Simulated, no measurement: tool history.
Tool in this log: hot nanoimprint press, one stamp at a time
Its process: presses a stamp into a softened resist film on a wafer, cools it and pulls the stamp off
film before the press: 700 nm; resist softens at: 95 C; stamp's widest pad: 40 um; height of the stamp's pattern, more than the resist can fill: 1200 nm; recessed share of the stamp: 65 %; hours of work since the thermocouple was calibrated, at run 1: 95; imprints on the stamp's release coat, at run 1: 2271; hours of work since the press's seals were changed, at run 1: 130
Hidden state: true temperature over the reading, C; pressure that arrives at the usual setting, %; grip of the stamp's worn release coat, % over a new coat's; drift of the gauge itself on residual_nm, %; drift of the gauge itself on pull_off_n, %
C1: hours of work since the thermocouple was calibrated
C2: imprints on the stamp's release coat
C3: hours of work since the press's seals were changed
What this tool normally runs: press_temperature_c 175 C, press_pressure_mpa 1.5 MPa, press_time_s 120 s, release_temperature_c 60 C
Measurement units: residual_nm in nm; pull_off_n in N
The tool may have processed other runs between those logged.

Run 1, hour 0: usual settings; C1 95; C2 2271; C3 130. Result: residual_nm 407.5 nm, pull_off_n 161 N.
Run 2, hour 10.2: usual settings; C1 101; C2 2294; C3 136. Result: residual_nm 408 nm, pull_off_n 164 N.
At hour 21: stamp cleaned and given a new release coat.
Run 3, hour 25.8: usual settings; C1 107; C2 10; C3 142. Result: residual_nm 401.4 nm, pull_off_n 158 N.
Run 4, hour 31.6: usual settings; C1 110; C2 23; C3 146. Result: residual_nm 405 nm, pull_off_n 160 N.
Run 5, hour 42.9: usual settings; C1 117; C2 49; C3 152. Result: residual_nm 409 nm, pull_off_n 165 N.
Run 6, hour 51.9: usual settings; C1 122; C2 69; C3 158. Result: residual_nm 406.7 nm, pull_off_n 164 N.
Run 7, hour 62.1: usual settings; C1 128; C2 92; C3 164. Result: residual_nm 405.1 nm, pull_off_n 162 N.
Run 8, hour 72.7: usual settings; C1 135; C2 116; C3 170. Result: residual_nm 406.2 nm, pull_off_n 166 N.
Run 9, hour 82.4: usual settings; C1 141; C2 137; C3 176. Result: residual_nm 401.5 nm, pull_off_n 161 N.
Run 10, hour 91.4: usual settings but press_pressure_mpa 1.25 MPa; C1 146; C2 157; C3 181. Result: residual_nm 442.1 nm, pull_off_n 163 N.
Run 11, hour 98.8: usual settings but press_pressure_mpa 1.25 MPa; C1 150; C2 174; C3 186. Result: residual_nm 443 nm, pull_off_n 170 N.
Run 12, hour 104: usual settings; C1 153; C2 186; C3 189. Result: residual_nm 405.7 nm, pull_off_n 157 N.
Run 13, hour 114.9: usual settings; C1 160; C2 210; C3 195. Result: residual_nm 406.7 nm, pull_off_n 166 N.
Run 14, hour 125.1: usual settings; C1 166; C2 233; C3 201. Result: residual_nm 407.2 nm, pull_off_n 164 N.
Run 15, hour 136.4: usual settings; C1 173; C2 258; C3 208. Result: residual_nm 404.7 nm, pull_off_n 159 N.
Run 16, hour 147: usual settings; C1 179; C2 282; C3 215. Result: residual_nm 406.3 nm, pull_off_n 166 N.
Run 17, hour 153.9: usual settings; C1 183; C2 298; C3 219. Result: residual_nm 404.6 nm, pull_off_n 159 N.
Run 18, hour 163.7: usual settings but press_temperature_c 166 C, press_pressure_mpa 0.96 MPa; C1 189; C2 320; C3 224. Result: residual_nm 605.7 nm, pull_off_n 168 N.
Run 19, hour 172.4: usual settings but press_temperature_c 166 C, press_pressure_mpa 0.96 MPa, press_time_s 173 s; C1 194; C2 339; C3 230. Result: residual_nm 573 nm, pull_off_n 167 N.
Run 20, hour 179.7: usual settings but press_temperature_c 166 C, press_pressure_mpa 0.96 MPa, press_time_s 173 s; C1 199; C2 356; C3 234. Result: residual_nm 573.1 nm, pull_off_n 162 N.
Run 21, hour 188.4: usual settings but press_temperature_c 185 C, press_time_s 173 s; C1 204; C2 375; C3 239. Result: residual_nm 243 nm, pull_off_n 160 N.
Run 22, hour 197.1: usual settings but press_temperature_c 170 C, press_time_s 72 s; C1 209; C2 394; C3 244. Result: residual_nm 543.3 nm, pull_off_n 164 N.
Run 23, hour 203.3: usual settings but press_pressure_mpa 1.4 MPa; C1 213; C2 408; C3 248. Result: residual_nm 417.1 nm, pull_off_n 159 N.
Run 24, hour 212.5: usual settings but press_temperature_c 182 C, press_pressure_mpa 1.39 MPa, press_time_s 100 s, release_temperature_c 51 C; C1 218; C2 429; C3 254. Result: residual_nm 348.6 nm, pull_off_n 214 N.
Run 25, hour 224.3: usual settings but press_pressure_mpa 1.37 MPa, release_temperature_c 49 C; C1 225; C2 456; C3 261. Result: residual_nm 423 nm, pull_off_n 214 N.
Run 26, hour 232.6: usual settings but press_temperature_c 167 C, press_pressure_mpa 1.8 MPa, press_time_s 145 s, release_temperature_c 59 C; C1 230; C2 474; C3 266. Result: residual_nm 469.2 nm, pull_off_n 171 N.
Run 27, hour 240.8: usual settings but press_temperature_c 167 C, press_pressure_mpa 1.8 MPa, press_time_s 145 s, release_temperature_c 59 C; C1 235; C2 493; C3 271. Result: residual_nm 471.9 nm, pull_off_n 166 N.
Run 28, hour 250.6: usual settings but press_pressure_mpa 1.64 MPa, release_temperature_c 45 C; C1 241; C2 514; C3 276. Result: residual_nm 390.6 nm, pull_off_n 240 N.
Run 29, hour 256.4: usual settings but press_time_s 157 s; C1 245; C2 527; C3 280. Result: residual_nm 371.3 nm, pull_off_n 162 N.
Run 30, hour 261.6: usual settings but press_pressure_mpa 1.85 MPa, release_temperature_c 48 C; C1 248; C2 539; C3 283. Result: residual_nm 370.6 nm, pull_off_n 221 N.

What if the next run were any one of these 3? Each begins from the tool's condition after run 30:
Run A, hour 271: usual settings but press_pressure_mpa 2.16 MPa, press_time_s 178 s, release_temperature_c 49 C; C1 253; C2 560; C3 289. Result: residual_nm ?, pull_off_n ?.
Run B, hour 271: usual settings but press_pressure_mpa 1 MPa, release_temperature_c 64 C; C1 253; C2 560; C3 289. Result: residual_nm ?, pull_off_n ?.
Run C, hour 271: usual settings but release_temperature_c 66 C; C1 253; C2 560; C3 289. Result: residual_nm ?, pull_off_n ?.

run  residual_nm  pull_off_n
  A        295.1         210
  B        482.5         145
  C        406.6         137
With no hidden state in the tool, these same runs would have given:
run  residual_nm  pull_off_n
  A        294.9         210
  B        482.3         145
  C        406.4         137
